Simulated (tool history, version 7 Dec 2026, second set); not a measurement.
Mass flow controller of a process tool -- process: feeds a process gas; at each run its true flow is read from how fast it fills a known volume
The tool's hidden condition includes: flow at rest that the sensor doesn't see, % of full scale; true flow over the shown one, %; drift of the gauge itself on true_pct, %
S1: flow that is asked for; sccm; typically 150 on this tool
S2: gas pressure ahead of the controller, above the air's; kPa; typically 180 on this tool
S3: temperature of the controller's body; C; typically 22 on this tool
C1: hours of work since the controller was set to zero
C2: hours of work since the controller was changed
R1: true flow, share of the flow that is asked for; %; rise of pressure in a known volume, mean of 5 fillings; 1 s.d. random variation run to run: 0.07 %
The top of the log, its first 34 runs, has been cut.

run 35 hour=8106.0 | S1=62 S2=180 S3=30 | C1=8696 C2=8696 | R1=100.67
run 36 hour=8314.8 | S1=241 S2=205 S3=34 | C1=8798 C2=8798 | R1=101.20
run 37 hour=8529.2 | S1=241 S2=205 S3=34 | C1=8903 C2=8903 | R1=101.45
-- hour=8695.1 controller's zero set anew
run 38 hour=8841.6 | S1=241 S2=205 S3=34 | C1=72 C2=9057 | R1=101.41
run 39 hour=9056.5 | S1=274 S2=163 S3=34 | C1=178 C2=9162 | R1=101.74
run 40 hour=9298.1 | S1=143 S2=197 S3=26 | C1=296 C2=9281 | R1=100.85
run 41 hour=9478.4 | S1=115 S2=151 S3=36 | C1=385 C2=9370 | R1=101.73
run 42 hour=9787.6 | S1=346 S2=211 S3=39 | C1=537 C2=9521 | R1=102.20
run 43 hour=9943.8 | S1=113 S2=180 S3=21 | C1=614 C2=9598 | R1=100.79
run 44 hour=10217.4 | S1=111 S2=212 S3=21 | C1=748 C2=9733 | R1=100.83
run 45 hour=10543.3 | S1=69 S2=152 S3=22 | C1=908 C2=9893 | R1=101.01

Estimate the outcome of run 46 from the log above:
run 46 hour=10882.8 | S1=122 S2=157 S3=30 | C1=1075 C2=10060 | R1=?

R1: 101.70 %
With no hidden state in the tool, this same run would have given R1 99.46 %.
